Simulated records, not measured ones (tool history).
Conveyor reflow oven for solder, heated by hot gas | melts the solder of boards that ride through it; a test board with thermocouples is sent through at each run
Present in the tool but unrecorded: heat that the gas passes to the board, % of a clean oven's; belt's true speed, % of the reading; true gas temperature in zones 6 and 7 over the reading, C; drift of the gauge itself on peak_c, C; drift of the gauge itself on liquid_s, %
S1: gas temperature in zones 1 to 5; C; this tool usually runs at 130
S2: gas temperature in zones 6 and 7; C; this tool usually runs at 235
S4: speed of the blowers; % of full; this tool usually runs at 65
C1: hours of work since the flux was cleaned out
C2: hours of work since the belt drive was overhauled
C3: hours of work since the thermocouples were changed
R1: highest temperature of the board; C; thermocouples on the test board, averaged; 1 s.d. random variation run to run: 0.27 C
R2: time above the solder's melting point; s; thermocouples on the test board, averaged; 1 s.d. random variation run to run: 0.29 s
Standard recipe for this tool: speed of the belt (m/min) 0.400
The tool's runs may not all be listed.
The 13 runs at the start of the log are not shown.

run 14 hour=141.7 | S1=142 S2=235 speed_of_the_belt_(m/min)=0.400 S4=65 | C1=185 C2=119 C3=458 | R1=219.9 R2=71.7
run 15 hour=156.4 | S1=133 S2=235 speed_of_the_belt_(m/min)=0.400 S4=65 | C1=197 C2=130 C3=469 | R1=218.1 R2=67.0
run 16 hour=171.4 | S1=133 S2=235 speed_of_the_belt_(m/min)=0.400 S4=79 | C1=208 C2=141 C3=480 | R1=221.7 R2=70.4
run 17 hour=185.9 | S1=133 S2=235 speed_of_the_belt_(m/min)=0.400 S4=79 | C1=219 C2=152 C3=491 | R1=222.1 R2=69.9
run 18 hour=195.0 | S1=135 S2=235 speed_of_the_belt_(m/min)=0.339 S4=79 | C1=226 C2=159 C3=498 | R1=226.2 R2=88.9
run 19 hour=210.0 | S1=117 S2=234 speed_of_the_belt_(m/min)=0.400 S4=65 | C1=237 C2=170 C3=509 | R1=214.0 R2=57.0
run 20 hour=221.1 | S1=131 S2=235 speed_of_the_belt_(m/min)=0.400 S4=88 | C1=245 C2=178 C3=517 | R1=223.3 R2=71.3
run 21 hour=228.3 | S1=133 S2=235 speed_of_the_belt_(m/min)=0.423 S4=65 | C1=251 C2=184 C3=523 | R1=216.1 R2=60.0
run 22 hour=235.9 | S1=136 S2=224 speed_of_the_belt_(m/min)=0.423 S4=65 | C1=256 C2=190 C3=528 | R1=207.0 R2=52.4
run 23 hour=244.9 | S1=119 S2=235 speed_of_the_belt_(m/min)=0.400 S4=67 | C1=263 C2=196 C3=535 | R1=216.0 R2=59.3
run 24 hour=259.5 | S1=118 S2=235 speed_of_the_belt_(m/min)=0.400 S4=67 | C1=274 C2=207 C3=546 | R1=215.6 R2=58.8
run 25 hour=271.3 | S1=139 S2=249 speed_of_the_belt_(m/min)=0.416 S4=60 | C1=283 C2=216 C3=555 | R1=227.9 R2=73.1
run 26 hour=280.4 | S1=131 S2=226 speed_of_the_belt_(m/min)=0.400 S4=65 | C1=290 C2=223 C3=562 | R1=209.5 R2=55.5
run 27 hour=288.4 | S1=130 S2=235 speed_of_the_belt_(m/min)=0.425 S4=57 | C1=296 C2=229 C3=568 | R1=211.9 R2=53.8
run 28 hour=297.3 | S1=130 S2=235 speed_of_the_belt_(m/min)=0.400 S4=78 | C1=303 C2=236 C3=575 | R1=220.5 R2=67.5
run 29 hour=305.7 | S1=130 S2=235 speed_of_the_belt_(m/min)=0.400 S4=78 | C1=309 C2=242 C3=581 | R1=220.2 R2=67.9
run 30 hour=319.3 | S1=130 S2=235 speed_of_the_belt_(m/min)=0.400 S4=78 | C1=319 C2=252 C3=591 | R1=220.4 R2=67.9
run 31 hour=327.4 | S1=130 S2=246 speed_of_the_belt_(m/min)=0.452 S4=68 | C1=325 C2=258 C3=597 | R1=221.8 R2=60.1

Below are 3 alternative next runs, each starting from the tool's condition after run 31. Predict each:
run A hour=335.2 | S1=130 S2=246 speed_of_the_belt_(m/min)=0.326 S4=61 | C1=331 C2=264 C3=603 | R1=? R2=?
run B hour=335.2 | S1=130 S2=235 speed_of_the_belt_(m/min)=0.400 S4=58 | C1=331 C2=264 C3=603 | R1=? R2=?
run C hour=335.2 | S1=129 S2=246 speed_of_the_belt_(m/min)=0.452 S4=68 | C1=331 C2=264 C3=603 | R1=? R2=?

run=A R1=232.2 R2=94.2
run=B R1=214.1 R2=61.2
run=C R1=221.7 R2=59.8
Without the tool's hidden state the same runs would have given:
run=A R1=234.0 R2=95.2
run=B R1=216.4 R2=63.8
run=C R1=225.0 R2=62.1
